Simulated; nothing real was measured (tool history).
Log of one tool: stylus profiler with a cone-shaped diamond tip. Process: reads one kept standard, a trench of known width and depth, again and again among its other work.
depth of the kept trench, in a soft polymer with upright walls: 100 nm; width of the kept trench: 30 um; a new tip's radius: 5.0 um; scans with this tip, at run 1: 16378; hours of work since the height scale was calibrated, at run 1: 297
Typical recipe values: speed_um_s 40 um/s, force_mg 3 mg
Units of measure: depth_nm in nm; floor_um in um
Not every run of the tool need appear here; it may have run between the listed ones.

| run | hour | speed_um_s | force_mg | scans with this tip | hours of work since the height scale was calibrated | depth_nm | floor_um |
|---|---|---|---|---|---|---|---|
| 1 | 0 | 40 | 3 | 16378 | 297 | 101.55 | 27.83 |
| 2 | 99.6 | 40 | 3 | 17220 | 366 | 101.53 | 27.88 |
| 3 | 209.2 | 40 | 3 | 18146 | 441 | 101.55 | 27.83 |
| 4 | 264.4 | 40 | 3 | 18613 | 479 | 101.56 | 27.87 |
| 5 | 364.6 | 40 | 3 | 19460 | 549 | 101.52 | 27.82 |
| 6 | 412.9 | 40 | 3 | 19868 | 582 | 101.58 | 27.83 |
| 7 | 468.7 | 40 | 1.18 | 20340 | 621 | 100.85 | 27.78 |
| 8 | 539.7 | 41 | 3 | 20940 | 670 | 101.59 | 27.83 |
| 9 | 627 | 146 | 3 | 21678 | 730 | 101.53 | 27.27 |
| 10 | 720.1 | 104 | 3 | 22465 | 794 | 101.6 | 27.59 |
| 11 | 783.2 | 104 | 3 | 22998 | 838 | 101.56 | 27.6 |
| 12 | 867.8 | 104 | 3 | 23713 | 896 | 101.55 | 27.57 |
|  | 947.8 | new tip fitted, height scale calibrated |
| 13 | 971.9 | 40 | 4.13 | 204 | 17 | 101.93 | 27.92 |
| 14 | 1082.3 | 40 | 3 | 1137 | 93 | 101.55 | 27.83 |
| 15 | 1146.5 | 40 | 3 | 1680 | 137 | 101.55 | 27.82 |
| 16 | 1209.3 | 40 | 3 | 2210 | 181 | 101.58 | 27.83 |
| 17 | 1316.7 | 40 | 3 | 3118 | 255 | 101.51 | 27.87 |
| 18 | 1386.9 | 40 | 3 | 3711 | 303 | 101.58 | 27.85 |
| 19 | 1479.8 | 40 | 3 | 4497 | 368 | 101.57 | 27.85 |
| 20 | 1569 | 40 | 3 | 5251 | 429 | 101.58 | 27.85 |
| 21 | 1674.6 | 40 | 3 | 6143 | 502 | 101.53 | 27.88 |
| 22 | 1753 | 40 | 3 | 6806 | 556 | 101.59 | 27.85 |
| 23 | 1800.7 | 40 | 1.28 | 7210 | 589 | 100.85 | 27.75 |
| 24 | 1910.7 | 40 | 1.28 | 8139 | 665 | 100.91 | 27.73 |
| 25 | 2020.9 | 12 | 1.21 | 9070 | 741 | 100.84 | 27.92 |
| 26 | 2066.1 | 12 | 1.21 | 9452 | 773 | 100.81 | 27.92 |
| 27 | 2147.9 | 41 | 3 | 10144 | 829 | 101.56 | 27.83 |
| 28 | 2199.2 | 81 | 6.09 | 10577 | 864 | 102.5 | 27.73 |
| 29 | 2266.6 | 19 | 2.73 | 11147 | 911 | 101.48 | 27.97 |
| 30 | 2371.5 | 119 | 8.61 | 12034 | 983 | 103.15 | 27.69 |
|  | 2432.2 | height scale calibrated on a step standard |
| 31 | 2445.1 | 119 | 8.61 | 12652 | 9 | 103.17 | 27.77 |
| 32 | 2544.9 | 24 | 7.5 | 13495 | 78 | 102.88 | 27.89 |
| 33 | 2643.8 | 47 | 3.04 | 14331 | 146 | 101.57 | 27.82 |
| 34 | 2698.9 | 63 | 3.26 | 14797 | 184 | 101.65 | 27.75 |
| 35 | 2807.7 | 121 | 2.17 | 15716 | 259 | 101.27 | 27.43 |
| 36 | 2870.4 | 121 | 2.17 | 16246 | 303 | 101.29 | 27.48 |
| 37 | 2934.2 | 121 | 2.17 | 16786 | 347 | 101.26 | 27.5 |
| 38 | 2990.7 | 76 | 1.75 | 17263 | 386 | 101.08 | 27.63 |
| 39 | 3038.2 | 50 | 1.75 | 17664 | 419 | 101.09 | 27.73 |
| 40 | 3141.9 | 20 | 3 | 18541 | 490 | 101.52 | 27.93 |
| 41 | 3251.3 | 61 | 8.44 | 19466 | 566 | 103.09 | 27.91 |
| 42 | 3310 | 26 | 8.44 | 19962 | 606 | 103.1 | 27.87 |
| 43 | 3374.2 | 40 | 1.81 | 20505 | 651 | 101.12 | 27.79 |
| 44 | 3476.6 | 43 | 5.57 | 21370 | 721 | 102.34 | 27.85 |
| 45 | 3563.8 | 30 | 4.89 | 22107 | 782 | 102.16 | 27.84 |
| 46 | 3662.5 | 13 | 1.94 | 22941 | 850 | 101.15 | 27.9 |
| 47 | 3733 | 13 | 1.94 | 23537 | 899 | 101.16 | 27.94 |

What if the next run were any one of these 3? Each begins from the tool's condition after run 47:
| A | 3819.5 | 40 | 2.64 | 24269 | 958 | ? | ? |
| B | 3819.5 | 115 | 5.28 | 24269 | 958 | ? | ? |
| C | 3819.5 | 22 | 3 | 24269 | 958 | ? | ? |

| run | depth_nm | floor_um |
|---|---|---|
| A | 101.48 | 27.85 |
| B | 102.27 | 27.65 |
| C | 101.56 | 27.94 |
Stripped of hidden state, with their random variation kept, the same runs would have yielded:
| run | depth_nm | floor_um |
|---|---|---|
| A | 101.47 | 27.88 |
| B | 102.26 | 27.68 |
| C | 101.55 | 27.97 |
